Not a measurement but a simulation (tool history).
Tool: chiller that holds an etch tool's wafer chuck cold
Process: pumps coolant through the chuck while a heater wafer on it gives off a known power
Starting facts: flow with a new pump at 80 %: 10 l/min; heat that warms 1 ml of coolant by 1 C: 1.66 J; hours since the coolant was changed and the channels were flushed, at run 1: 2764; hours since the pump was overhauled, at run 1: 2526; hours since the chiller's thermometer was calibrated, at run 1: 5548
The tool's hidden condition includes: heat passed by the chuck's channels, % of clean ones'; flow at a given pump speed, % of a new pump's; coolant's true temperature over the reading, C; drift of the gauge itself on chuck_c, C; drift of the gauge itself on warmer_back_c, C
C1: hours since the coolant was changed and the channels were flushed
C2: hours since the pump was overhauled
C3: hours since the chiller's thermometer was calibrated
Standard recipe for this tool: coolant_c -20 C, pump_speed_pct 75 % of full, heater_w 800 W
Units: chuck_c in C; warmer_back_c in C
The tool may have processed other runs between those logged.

{"run": 1, "hour": 0.0, "coolant_c": -20, "pump_speed_pct": 75, "heater_w": 800, "C1": 2764, "C2": 2526, "C3": 5548, "chuck_c": -11.44, "warmer_back_c": 3.2}
{"run": 2, "hour": 83.3, "coolant_c": -20, "pump_speed_pct": 75, "heater_w": 800, "C1": 2848, "C2": 2609, "C3": 5632, "chuck_c": -11.46, "warmer_back_c": 3.22}
{"run": 3, "hour": 173.5, "coolant_c": -20, "pump_speed_pct": 75, "heater_w": 800, "C1": 2938, "C2": 2700, "C3": 5722, "chuck_c": -11.47, "warmer_back_c": 3.23}
{"run": 4, "hour": 216.3, "coolant_c": -20, "pump_speed_pct": 75, "heater_w": 800, "C1": 2981, "C2": 2742, "C3": 5765, "chuck_c": -11.47, "warmer_back_c": 3.2}
{"run": 5, "hour": 305.9, "coolant_c": -20, "pump_speed_pct": 75, "heater_w": 800, "C1": 3070, "C2": 2832, "C3": 5854, "chuck_c": -11.37, "warmer_back_c": 3.22}
{"run": 6, "hour": 355.2, "coolant_c": -20, "pump_speed_pct": 75, "heater_w": 800, "C1": 3119, "C2": 2881, "C3": 5903, "chuck_c": -11.41, "warmer_back_c": 3.21}
{"hour": 372.1, "done": "chiller's thermometer calibrated"}
{"run": 7, "hour": 395.0, "coolant_c": -24, "pump_speed_pct": 75, "heater_w": 800, "C1": 3158, "C2": 2920, "C3": 23, "chuck_c": -15.19, "warmer_back_c": 3.21}
{"run": 8, "hour": 474.4, "coolant_c": -20, "pump_speed_pct": 95, "heater_w": 800, "C1": 3238, "C2": 2999, "C3": 102, "chuck_c": -12.35, "warmer_back_c": 2.51}
{"run": 9, "hour": 548.5, "coolant_c": -20, "pump_speed_pct": 75, "heater_w": 503, "C1": 3312, "C2": 3074, "C3": 176, "chuck_c": -14.5, "warmer_back_c": 2.02}
{"run": 10, "hour": 630.1, "coolant_c": -20, "pump_speed_pct": 75, "heater_w": 763, "C1": 3393, "C2": 3155, "C3": 258, "chuck_c": -11.51, "warmer_back_c": 3.08}
{"run": 11, "hour": 679.1, "coolant_c": -20, "pump_speed_pct": 75, "heater_w": 763, "C1": 3442, "C2": 3204, "C3": 307, "chuck_c": -11.61, "warmer_back_c": 3.09}
{"run": 12, "hour": 737.0, "coolant_c": -20, "pump_speed_pct": 75, "heater_w": 763, "C1": 3500, "C2": 3262, "C3": 365, "chuck_c": -11.4, "warmer_back_c": 3.1}
{"run": 13, "hour": 787.7, "coolant_c": -20, "pump_speed_pct": 75, "heater_w": 763, "C1": 3551, "C2": 3313, "C3": 416, "chuck_c": -11.56, "warmer_back_c": 3.1}
{"run": 14, "hour": 828.6, "coolant_c": -20, "pump_speed_pct": 75, "heater_w": 800, "C1": 3592, "C2": 3354, "C3": 456, "chuck_c": -11.18, "warmer_back_c": 3.24}
{"run": 15, "hour": 872.4, "coolant_c": -20, "pump_speed_pct": 75, "heater_w": 800, "C1": 3636, "C2": 3397, "C3": 500, "chuck_c": -11.05, "warmer_back_c": 3.24}
{"run": 16, "hour": 908.8, "coolant_c": -20, "pump_speed_pct": 75, "heater_w": 800, "C1": 3672, "C2": 3434, "C3": 537, "chuck_c": -11.12, "warmer_back_c": 3.29}
{"run": 17, "hour": 970.4, "coolant_c": -20, "pump_speed_pct": 75, "heater_w": 800, "C1": 3734, "C2": 3495, "C3": 598, "chuck_c": -11.1, "warmer_back_c": 3.26}
{"run": 18, "hour": 1055.0, "coolant_c": -20, "pump_speed_pct": 75, "heater_w": 800, "C1": 3818, "C2": 3580, "C3": 683, "chuck_c": -11.07, "warmer_back_c": 3.26}
{"run": 19, "hour": 1125.8, "coolant_c": -20, "pump_speed_pct": 75, "heater_w": 800, "C1": 3889, "C2": 3651, "C3": 754, "chuck_c": -11.1, "warmer_back_c": 3.25}
{"run": 20, "hour": 1193.9, "coolant_c": -14, "pump_speed_pct": 63, "heater_w": 562, "C1": 3957, "C2": 3719, "C3": 822, "chuck_c": -7.07, "warmer_back_c": 2.78}
{"run": 21, "hour": 1252.8, "coolant_c": -14, "pump_speed_pct": 63, "heater_w": 562, "C1": 4016, "C2": 3778, "C3": 881, "chuck_c": -6.89, "warmer_back_c": 2.8}
{"run": 22, "hour": 1341.3, "coolant_c": -25, "pump_speed_pct": 75, "heater_w": 800, "C1": 4105, "C2": 3866, "C3": 969, "chuck_c": -16.1, "warmer_back_c": 3.23}
{"run": 23, "hour": 1413.1, "coolant_c": -25, "pump_speed_pct": 75, "heater_w": 800, "C1": 4176, "C2": 3938, "C3": 1041, "chuck_c": -15.91, "warmer_back_c": 3.25}

Predict the results of run 24:
{"run": 24, "hour": 1485.6, "coolant_c": -20, "pump_speed_pct": 75, "heater_w": 868, "C1": 4249, "C2": 4011, "C3": 1114, "chuck_c": "?", "warmer_back_c": "?"}

{"run 24": {"chuck_c": -10.22, "warmer_back_c": 3.53}}
Had the tool carried no hidden state, the very same run would have given chuck_c -11.09 C, warmer_back_c 3.35 C.
